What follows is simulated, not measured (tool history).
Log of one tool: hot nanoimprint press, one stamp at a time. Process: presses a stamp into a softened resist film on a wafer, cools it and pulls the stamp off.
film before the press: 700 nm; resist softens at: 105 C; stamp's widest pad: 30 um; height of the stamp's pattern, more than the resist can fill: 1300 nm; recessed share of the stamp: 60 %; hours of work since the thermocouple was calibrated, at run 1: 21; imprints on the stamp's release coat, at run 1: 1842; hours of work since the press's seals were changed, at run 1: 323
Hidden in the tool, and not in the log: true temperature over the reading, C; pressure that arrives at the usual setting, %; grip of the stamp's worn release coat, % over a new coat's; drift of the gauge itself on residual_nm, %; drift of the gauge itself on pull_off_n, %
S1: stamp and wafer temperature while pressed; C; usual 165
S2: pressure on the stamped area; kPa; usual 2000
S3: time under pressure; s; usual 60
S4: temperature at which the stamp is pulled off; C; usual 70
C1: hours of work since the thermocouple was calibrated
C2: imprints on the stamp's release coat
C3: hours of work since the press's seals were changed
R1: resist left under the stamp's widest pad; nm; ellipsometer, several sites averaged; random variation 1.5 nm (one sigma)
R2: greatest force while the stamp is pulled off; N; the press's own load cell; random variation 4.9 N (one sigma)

run   hour   S1    S2   S3  S4   C1    C2   C3     R1   R2
  1      0  165  2000   60  70   21  1842  323  393.1  378
      16.6  -- stamp cleaned and given a new release coat
  2   32.5  165  2000   60  70   36    59  338  391.3  242
  3   54.7  165  2000   60  70   49   143  351  391.7  248
  4   72.1  165  2000   71  70   59   208  361  373.1  255
  5   84.3  165  2000   60  70   66   253  368  391.4  258
  6    108  165  2000   60  70   80   342  382    391  255
  7  123.8  165  2000   60  70   89   401  391  391.7  266
  8  135.4  165  2000   60  70   96   445  398  388.3  267
  9  157.8  165  2000   60  70  109   529  411  389.8  283
 10  178.9  165  2000   60  70  121   608  423  389.4  282
 11  203.8  165  2000   60  70  135   701  437  389.4  281
 12  223.3  165  2000   60  70  146   774  448  389.7  293
     228.8  -- plate thermocouple calibrated
 13  249.6  165  2000   60  70   12   861  462  388.4  300
 14    268  165  2000   60  70   23   930  472    385  294
 15    287  165  2000   60  70   34  1001  483    387  298
     308.3  -- plate thermocouple calibrated, once more
 16  310.3  165  2000   60  70    1  1077  495  392.7  310
 17    337  165  1240   34  70   17  1177  510  539.9  311
 18  358.7  175  1700   35  57   29  1258  523  380.2  454
     374.9  -- press's hydraulic seals changed and the load cell set to zero
 19  384.9  175  1700   35  57   40  1327    6  375.3  434
 20  411.1  175  1700   35  57   55  1424   21  375.2  436
 21  432.2  175  1700   35  57   67  1503   33  375.9  483
 22  457.2  165  1430   80  72   81  1597   47  410.9  331
 23  473.9  165  1430   80  72   91  1659   57  411.5  347
 24    497  165  1340  107  70  104  1746   70  386.7  353
 25  509.4  169  2660   60  60  111  1792   78  295.5  457
 26  524.2  169  2000   60  66  120  1848   86  342.5  395
     540.6  -- stamp cleaned and given a new release coat
 27  553.9  165  2490   60  72  134    50  100  344.4  223
 28  568.1  160  2490   36  72  142   103  108  463.2  231
 29  586.5  160  2490   36  72  152   172  119  464.6  229
 30    603  158  2580   76  73  162   234  128  394.4  230

4 ways to go on from here, each from the tool as it stands after run 30. What would each give?
  A  616.3  159  2000  56  70  169  283  136   ?   ?
  B  616.3  176  1450  76  76  169  283  136   ?   ?
  C  616.3  158  2580  76  77  169  283  136   ?   ?
  D  616.3  163  2000  32  76  169  283  136   ?   ?

run     R1   R2
  A  460.4  253
  B  302.3  208
  C  391.8  209
  D  482.7  213
Without the tool's hidden state the same runs would have given:
run     R1   R2
  A  466.3  238
  B  306.5  196
  C  397.6  198
  D  488.1  201
